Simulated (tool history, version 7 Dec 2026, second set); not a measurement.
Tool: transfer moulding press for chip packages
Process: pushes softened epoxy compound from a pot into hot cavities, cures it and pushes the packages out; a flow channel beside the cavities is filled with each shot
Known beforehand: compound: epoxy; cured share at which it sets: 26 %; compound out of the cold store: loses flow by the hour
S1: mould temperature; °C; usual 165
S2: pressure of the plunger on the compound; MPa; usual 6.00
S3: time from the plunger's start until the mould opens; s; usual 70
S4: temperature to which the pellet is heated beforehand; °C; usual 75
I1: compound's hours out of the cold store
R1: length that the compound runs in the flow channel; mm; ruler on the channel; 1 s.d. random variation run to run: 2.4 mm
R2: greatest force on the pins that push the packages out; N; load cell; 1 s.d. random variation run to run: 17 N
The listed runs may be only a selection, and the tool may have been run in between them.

| run | hour | S1 | S2 | S3 | S4 | I1 | R1 | R2 |
|---|---|---|---|---|---|---|---|---|
| 1 | 0.0 | 165 | 6.00 | 70 | 75 | 29.6 | 743 | 1416 |
|  | 9.0 | plunger's sealing rings changed |
| 2 | 14.3 | 165 | 6.00 | 70 | 75 | 21.3 | 818 | 1512 |
|  | 22.2 | cavities cleaned with cleaning compound and waxed |
| 3 | 32.6 | 165 | 6.00 | 70 | 75 | 45.8 | 717 | 1031 |
|  | 44.2 | mould's thermocouples calibrated |
| 4 | 46.2 | 165 | 6.00 | 70 | 75 | 30.9 | 774 | 1233 |
| 5 | 65.1 | 168 | 6.00 | 70 | 75 | 38.9 | 729 | 1124 |
|  | 79.8 | cavities cleaned with cleaning compound and waxed |
| 6 | 79.8 | 168 | 6.00 | 70 | 75 | 45.2 | 705 | 651 |
| 7 | 97.2 | 165 | 6.00 | 70 | 75 | 41.1 | 728 | 1141 |
| 8 | 107.9 | 165 | 6.00 | 70 | 68 | 44.2 | 711 | 1311 |
| 9 | 128.3 | 169 | 6.00 | 70 | 68 | 26.4 | 769 | 1148 |
|  | 136.1 | cavities cleaned with cleaning compound and waxed |
| 10 | 148.0 | 169 | 6.00 | 70 | 68 | 38.4 | 717 | 836 |
| 11 | 157.9 | 169 | 6.00 | 70 | 68 | 39.7 | 714 | 993 |
| 12 | 180.2 | 165 | 4.61 | 70 | 75 | 22.7 | 686 | 1431 |
|  | 190.9 | cavities cleaned with cleaning compound and waxed |
| 13 | 193.3 | 161 | 4.61 | 70 | 81 | 38.2 | 639 | 1083 |
| 14 | 210.1 | 165 | 6.37 | 79 | 75 | 30.7 | 771 | 877 |
|  | 233.7 | plunger's sealing rings changed |
| 15 | 235.1 | 172 | 5.47 | 70 | 75 | 21.1 | 762 | 956 |
|  | 249.7 | cavities cleaned with cleaning compound and waxed |
| 16 | 250.9 | 165 | 5.89 | 70 | 75 | 11.8 | 853 | 928 |
| 17 | 263.2 | 161 | 7.49 | 70 | 81 | 29.4 | 882 | 1456 |
| 18 | 280.5 | 165 | 6.00 | 78 | 70 | 40.1 | 736 | 1051 |
| 19 | 298.6 | 165 | 4.58 | 70 | 70 | 36.0 | 658 | 1465 |
|  | 305.6 | cavities cleaned with cleaning compound and waxed |
| 20 | 316.3 | 165 | 4.58 | 70 | 70 | 12.9 | 737 | 1203 |
| 21 | 325.9 | 166 | 6.30 | 92 | 76 | 13.3 | 858 | 726 |

5 options for the next run, each taken on its own from the tool as it stands now. Forecast them:
| A | 338.6 | 171 | 6.30 | 92 | 66 | 20.7 | ? | ? |
| B | 338.6 | 166 | 6.30 | 95 | 75 | 37.8 | ? | ? |
| C | 338.6 | 171 | 6.30 | 92 | 79 | 20.6 | ? | ? |
| D | 338.6 | 169 | 6.54 | 70 | 71 | 25.2 | ? | ? |
| E | 338.6 | 166 | 6.30 | 92 | 76 | 37.1 | ? | ? |

| run | R1 | R2 |
|---|---|---|
| A | 807 | 743 |
| B | 754 | 766 |
| C | 809 | 729 |
| D | 808 | 1106 |
| E | 748 | 775 |
Take away the tool's hidden state, keep each run's random variation, and the runs would have read:
| run | R1 | R2 |
|---|---|---|
| A | 828 | 441 |
| B | 773 | 448 |
| C | 830 | 431 |
| D | 828 | 646 |
| E | 767 | 457 |

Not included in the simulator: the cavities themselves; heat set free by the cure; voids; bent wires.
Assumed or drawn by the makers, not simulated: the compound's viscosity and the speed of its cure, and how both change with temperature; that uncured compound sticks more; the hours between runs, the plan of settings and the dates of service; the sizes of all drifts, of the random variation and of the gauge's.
